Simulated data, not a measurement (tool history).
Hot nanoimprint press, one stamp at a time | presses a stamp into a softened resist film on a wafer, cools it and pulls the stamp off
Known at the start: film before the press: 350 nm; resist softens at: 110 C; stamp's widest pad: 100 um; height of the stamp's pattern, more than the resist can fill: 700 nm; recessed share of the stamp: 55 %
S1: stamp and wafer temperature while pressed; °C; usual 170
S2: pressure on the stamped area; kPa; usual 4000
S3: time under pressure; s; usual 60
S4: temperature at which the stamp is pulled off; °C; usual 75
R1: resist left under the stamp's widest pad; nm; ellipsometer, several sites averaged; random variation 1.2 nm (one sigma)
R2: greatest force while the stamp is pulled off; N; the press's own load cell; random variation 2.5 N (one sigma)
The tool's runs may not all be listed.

Run 1, hour 0: usual settings. Result: R1 189.2 nm, R2 238 N.
Run 2, hour 48.1: usual settings. Result: R1 190.2 nm, R2 244 N.
Run 3, hour 97.2: usual settings but S2 5940 kPa. Result: R1 162.7 nm, R2 249 N.
Run 4, hour 132.9: usual settings. Result: R1 190.6 nm, R2 251 N.
Run 5, hour 169.7: usual settings. Result: R1 191.4 nm, R2 235 N.
Run 6, hour 207.5: usual settings. Result: R1 189.1 nm, R2 243 N.
Run 7, hour 236.4: usual settings. Result: R1 190.3 nm, R2 247 N.
Run 8, hour 276.4: usual settings. Result: R1 189.7 nm, R2 245 N.
Run 9, hour 331.3: usual settings. Result: R1 192.5 nm, R2 253 N.
Run 10, hour 393: usual settings but S2 4450 kPa, S3 65 s, S4 66 °C. Result: R1 176.5 nm, R2 301 N.
Run 11, hour 437.4: usual settings but S1 171 °C, S2 4450 kPa, S3 65 s, S4 66 °C. Result: R1 171.3 nm, R2 313 N.
Run 12, hour 475.8: usual settings but S1 167 °C, S2 3750 kPa, S3 83 s, S4 76 °C. Result: R1 200 nm, R2 238 N.
Run 13, hour 538.5: usual settings but S1 167 °C, S2 3750 kPa, S3 83 s, S4 76 °C. Result: R1 200.8 nm, R2 226 N.
Run 14, hour 576.4: usual settings but S1 167 °C, S2 3750 kPa, S3 83 s, S4 76 °C. Result: R1 199 nm, R2 227 N.
Run 15, hour 631: usual settings but S4 65 °C. Result: R1 185.3 nm, R2 316 N.
Run 16, hour 668.9: usual settings but S1 166 °C, S4 71 °C. Result: R1 229.2 nm, R2 275 N.

Taken out of this log: 5 entries between the listed runs. Where each belongs, and how the hidden state differs across it:
Between runs 4 and 5: stamp cleaned and given a new release coat (hour 162.6)
  true temperature over the reading, C: -0.58 -> -0.61; pressure that arrives at the usual setting, %: 98.75 -> 98.71; grip of the stamp's worn release coat, % over a new coat's: 5.8 -> 0.3
  measured less the result without the state, R1: +7 -> +7.3 nm; R2: +17 -> +5 N
Between runs 5 and 6: press's hydraulic seals changed and the load cell set to zero (hour 192.3)
  true temperature over the reading, C: -0.61 -> -0.65; pressure that arrives at the usual setting, %: 98.71 -> 100.06; grip of the stamp's worn release coat, % over a new coat's: 0.3 -> 1.4
  measured less the result without the state, R1: +7.3 -> +6.6 nm; R2: +5 -> +8 N
Between runs 9 and 10: stamp cleaned and given a new release coat (hour 351.4)
  true temperature over the reading, C: -0.78 -> -0.83; pressure that arrives at the usual setting, %: 99.93 -> 99.87; grip of the stamp's worn release coat, % over a new coat's: 6.2 -> 1.6
  measured less the result without the state, R1: +8.2 -> +8.5 nm; R2: +20 -> +11 N
Between runs 11 and 12: plate thermocouple calibrated (hour 458)
  true temperature over the reading, C: -0.88 -> 0; pressure that arrives at the usual setting, %: 99.82 -> 99.78; grip of the stamp's worn release coat, % over a new coat's: 3.3 -> 4.7
  measured less the result without the state, R1: +8.8 -> +0.2 nm; R2: +16 -> +11 N
Between runs 12 and 13: stamp cleaned and given a new release coat (hour 532.3)
  true temperature over the reading, C: 0 -> -0.06; pressure that arrives at the usual setting, %: 99.78 -> 99.72; grip of the stamp's worn release coat, % over a new coat's: 4.7 -> 0.2
  measured less the result without the state, R1: +0.2 -> +0.8 nm; R2: +11 -> +0 N
